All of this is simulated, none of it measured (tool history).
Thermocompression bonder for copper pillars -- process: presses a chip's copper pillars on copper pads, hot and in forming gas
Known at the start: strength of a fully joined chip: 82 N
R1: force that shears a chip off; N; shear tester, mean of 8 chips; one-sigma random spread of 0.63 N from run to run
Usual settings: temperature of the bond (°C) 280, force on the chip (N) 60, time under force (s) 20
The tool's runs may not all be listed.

Run 1, hour 0.0: usual settings. Result: R1 35.2 N.
Run 2, hour 4.0: usual settings. Result: R1 36.0 N.
Run 3, hour 8.6: usual settings but temperature of the bond (°C) 272. Result: R1 33.1 N.
Run 4, hour 18.3: usual settings but temperature of the bond (°C) 279. Result: R1 36.5 N.
Run 5, hour 23.4: usual settings but temperature of the bond (°C) 263. Result: R1 29.2 N.
Run 6, hour 27.5: usual settings but temperature of the bond (°C) 263. Result: R1 30.6 N.
Run 7, hour 33.7: usual settings but temperature of the bond (°C) 263. Result: R1 29.7 N.
Run 8, hour 40.6: usual settings but temperature of the bond (°C) 263, time under force (s) 25. Result: R1 32.3 N.
Run 9, hour 45.1: usual settings but time under force (s) 39. Result: R1 44.1 N.
Run 10, hour 50.0: usual settings but temperature of the bond (°C) 307, force on the chip (N) 66, time under force (s) 13. Result: R1 42.5 N.
Run 11, hour 59.3: usual settings but temperature of the bond (°C) 263, force on the chip (N) 44. Result: R1 22.1 N.
Run 12, hour 64.2: usual settings but temperature of the bond (°C) 287, force on the chip (N) 43. Result: R1 27.6 N.
Run 13, hour 70.6: usual settings but temperature of the bond (°C) 287, force on the chip (N) 72. Result: R1 44.4 N.

Hidden state or all else? Some run-to-run changes of R1, split into what the settings, what came in and random variation would give without the hidden state, and what is left for the hidden state (with any gauge scatter that isn't in both results):
The hidden state here: true temperature of the bond over the reading, C; force that reaches the chip, % of what is set; oxide that the forming gas leaves, % of the face; drift of the gauge itself on shear_n, %.
Run 10 -> 11: temperature of the bond (°C) 307 -> 263, force on the chip (N) 66 -> 44, time under force (s) 13 -> 20. R1 -20.4 N: hidden state +1.7, all else -22.1.

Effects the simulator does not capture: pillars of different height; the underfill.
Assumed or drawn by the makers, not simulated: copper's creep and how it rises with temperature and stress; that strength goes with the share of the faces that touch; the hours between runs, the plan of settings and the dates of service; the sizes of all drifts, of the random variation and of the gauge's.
